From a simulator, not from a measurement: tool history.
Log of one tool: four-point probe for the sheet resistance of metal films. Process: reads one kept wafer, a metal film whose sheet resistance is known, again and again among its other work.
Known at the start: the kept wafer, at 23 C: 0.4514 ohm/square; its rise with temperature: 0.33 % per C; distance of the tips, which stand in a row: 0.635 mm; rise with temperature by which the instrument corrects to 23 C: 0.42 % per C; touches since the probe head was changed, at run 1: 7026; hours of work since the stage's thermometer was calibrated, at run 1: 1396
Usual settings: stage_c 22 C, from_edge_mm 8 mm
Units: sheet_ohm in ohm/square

run   hour  stage_c  from_edge_mm  touches since the probe head was changed  hours of work since the stage's thermometer was calibrated  sheet_ohm
  1    0.0       22             8                                      7026                                                        1396   0.451723
  2   27.2       22             8                                      7443                                                        1411   0.451759
  3   61.4       22             8                                      7968                                                        1429   0.451957
  4   99.5       22             8                                      8552                                                        1450   0.451913
  5  133.5       22             8                                      9074                                                        1469   0.451849
  6  158.0       22            43                                      9450                                                        1482   0.450486
  7  187.7       34             8                                      9905                                                        1499   0.447214
  8  212.1       34             8                                     10280                                                        1512   0.447396
  9  242.1       34             8                                     10740                                                        1528   0.447327
 10  271.6       26            49                                     11192                                                        1544   0.448911
 11  302.6       25             8                                     11668                                                        1561   0.450781
 12  327.0       19             8                                     12043                                                        1575   0.453227
 13  352.9       34            17                                     12441                                                        1589   0.446302
 14  376.9       21            73                                     12808                                                        1602   0.451022
 15  401.6       23             3                                     13187                                                        1616   0.460807

Forecast each of these 4 alternatives for the next run:
  A  422.0       26            14                                     13500                                                        1627          ?
  B  422.0       32             7                                     13500                                                        1627          ?
  C  422.0       27             4                                     13500                                                        1627          ?
  D  422.0       23             9                                     13500                                                        1627          ?

run  sheet_ohm
  A   0.449387
  B   0.448615
  C   0.454705
  D   0.451380
Without the tool's hidden state the same runs would have given:
run  sheet_ohm
  A   0.450593
  B   0.449807
  C   0.455923
  D   0.452598

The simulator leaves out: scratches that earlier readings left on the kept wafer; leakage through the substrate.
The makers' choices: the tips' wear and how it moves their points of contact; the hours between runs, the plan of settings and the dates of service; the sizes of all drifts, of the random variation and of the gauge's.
